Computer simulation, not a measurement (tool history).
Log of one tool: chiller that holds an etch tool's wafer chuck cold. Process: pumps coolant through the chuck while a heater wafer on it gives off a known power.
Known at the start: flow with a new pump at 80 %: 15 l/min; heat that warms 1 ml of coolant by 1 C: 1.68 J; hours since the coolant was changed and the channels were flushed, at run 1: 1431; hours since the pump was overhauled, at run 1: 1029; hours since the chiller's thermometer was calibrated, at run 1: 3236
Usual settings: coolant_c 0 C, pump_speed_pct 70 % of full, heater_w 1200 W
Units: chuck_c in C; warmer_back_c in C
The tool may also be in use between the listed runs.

run	hour	coolant_c	pump_speed_pct	heater_w	hours since the coolant was changed and the channels were flushed	hours since the pump was overhauled	hours since the chiller's thermometer was calibrated	chuck_c	warmer_back_c
1	0	0	70	1200	1431	1029	3236	7.8	3.27
2	160.1	0	70	1200	1591	1189	3396	7.9	3.25
3	364.6	0	70	1200	1796	1393	3601	7.8	3.29
4	514.7	4	70	1200	1946	1544	3751	11.8	3.22
5	629.9	0	70	717	2061	1659	3866	4.6	1.89
6	787.2	0	70	717	2218	1816	4023	4.6	1.85
7	939.4	0	70	717	2370	1968	4175	4.7	1.89
8	1104.7	-4	70	1200	2536	2134	4341	3.8	3.2
9	1219.9	-4	70	1200	2651	2249	4456	3.8	3.16
10	1319.5	-4	70	1200	2751	2348	4556	3.9	3.15
11	1429.4	-4	70	1200	2860	2458	4665	3.9	3.14
# hour 1477: chiller's thermometer calibrated
12	1598.3	0	70	1200	3028	2626	121	7.9	3.15
13	1719.3	0	70	1200	3149	2747	242	7.6	3.11
14	1837.6	0	70	1200	3268	2865	361	7.8	3.11
15	2057.6	0	70	1200	3488	3085	581	7.9	3.09
16	2212.9	0	70	1200	3643	3241	736	7.8	3.07
17	2401.1	0	70	1200	3831	3429	924	7.8	3.09
18	2615.3	10	60	1200	4045	3643	1138	18.6	3.48
19	2730	10	60	1200	4160	3758	1253	18.9	3.6
# hour 2806.4: gauge calibrated
20	2951.5	0	80	972	4382	3979	1475	5.9	2.25
21	3111.2	0	80	972	4541	4139	1634	5.8	2.31
22	3302.6	0	87	742	4733	4330	1826	4	1.6
23	3537.5	0	87	742	4968	4565	2060	4.3	1.54
24	3748.7	0	87	742	5179	4777	2272	4	1.51
# hour 3799.9: coolant changed, channels flushed
25	3928.1	2	95	1200	128	4950	2445	8.2	2.33
26	4148.4	-9	73	1406	349	5170	2665	0	3.54
27	4314.4	-9	73	1406	515	5336	2831	0	3.51
28	4430.7	-9	73	1406	631	5453	2948	0	3.54
29	4566.5	-9	73	1406	767	5588	3083	-0.1	3.54
30	4722.9	8	73	775	923	5745	3240	13	1.85
31	4846.7	8	73	775	1047	5868	3364	13	1.86
32	5055.7	8	96	775	1256	6077	3573	12.1	1.25
33	5176.9	5	77	743	1377	6199	3694	9.4	1.6

Hidden state at the last listed run before each entry between runs and at the first one after, where it differs:
Between runs 11 and 12: chiller's thermometer calibrated (hour 1477)
  drift of the gauge itself on warmer_back_c, C: -0.14 -> -0.16
  measured less the result without the state, warmer_back_c: -0.14 -> -0.15 C
Between runs 19 and 20: gauge calibrated (hour 2806.4)
  drift of the gauge itself on warmer_back_c, C: -0.27 -> -0.01
  measured less the result without the state, warmer_back_c: -0.26 -> -0.01 C
Between runs 24 and 25: coolant changed, channels flushed (hour 3799.9)
  heat passed by the chuck's channels, % of clean ones': 99.8 -> 100; drift of the gauge itself on warmer_back_c, C: -0.09 -> -0.11
  measured less the result without the state, warmer_back_c: -0.09 -> -0.1 C
